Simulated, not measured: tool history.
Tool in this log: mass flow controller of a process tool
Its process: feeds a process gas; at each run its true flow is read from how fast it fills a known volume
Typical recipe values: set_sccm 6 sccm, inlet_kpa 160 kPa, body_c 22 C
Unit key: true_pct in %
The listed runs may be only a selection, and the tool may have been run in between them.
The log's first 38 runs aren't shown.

Run 39, hour 4380.9: usual settings but inlet_kpa 233 kPa, body_c 20 C. Result: true_pct 97.68 %.
Run 40, hour 4454.9: usual settings but set_sccm 10 sccm. Result: true_pct 99.33 %.
Run 41, hour 4534.8: usual settings but set_sccm 4 sccm, inlet_kpa 274 kPa, body_c 30 C. Result: true_pct 96.56 %.
Run 42, hour 4632.8: usual settings but body_c 21 C. Result: true_pct 97.99 %.
Run 43, hour 4721.9: usual settings but set_sccm 2 sccm, body_c 29 C. Result: true_pct 94.15 %.
Run 44, hour 4873.2: usual settings but set_sccm 3 sccm, inlet_kpa 235 kPa, body_c 36 C. Result: true_pct 96.02 %.
Run 45, hour 5024.2: usual settings but set_sccm 18 sccm, inlet_kpa 142 kPa, body_c 37 C. Result: true_pct 101.48 %.
Run 46, hour 5141.7: usual settings but set_sccm 5 sccm, inlet_kpa 225 kPa, body_c 36 C. Result: true_pct 97.74 %.
Run 47, hour 5208.2: usual settings but set_sccm 3 sccm, inlet_kpa 277 kPa. Result: true_pct 95.07 %.
Run 48, hour 5276.7: usual settings but inlet_kpa 199 kPa, body_c 30 C. Result: true_pct 98.23 %.
Run 49, hour 5392.8: usual settings but set_sccm 10 sccm, inlet_kpa 164 kPa, body_c 38 C. Result: true_pct 99.90 %.

4 options for the next run, each taken on its own from the tool as it stands now. Forecast them:
Run A, hour 5466.8: usual settings but set_sccm 5 sccm, inlet_kpa 198 kPa, body_c 38 C. Result: true_pct ?.
Run B, hour 5466.8: usual settings but set_sccm 15 sccm, inlet_kpa 207 kPa, body_c 20 C. Result: true_pct ?.
Run C, hour 5466.8: usual settings but inlet_kpa 269 kPa. Result: true_pct ?.
Run D, hour 5466.8: usual settings but set_sccm 5 sccm, inlet_kpa 197 kPa, body_c 38 C. Result: true_pct ?.

run  true_pct
  A     98.00
  B    100.06
  C     97.27
  D     98.02
Take away the tool's hidden state, keep each run's random variation, and the runs would have read:
run  true_pct
  A     98.72
  B     99.17
  C     97.59
  D     98.74
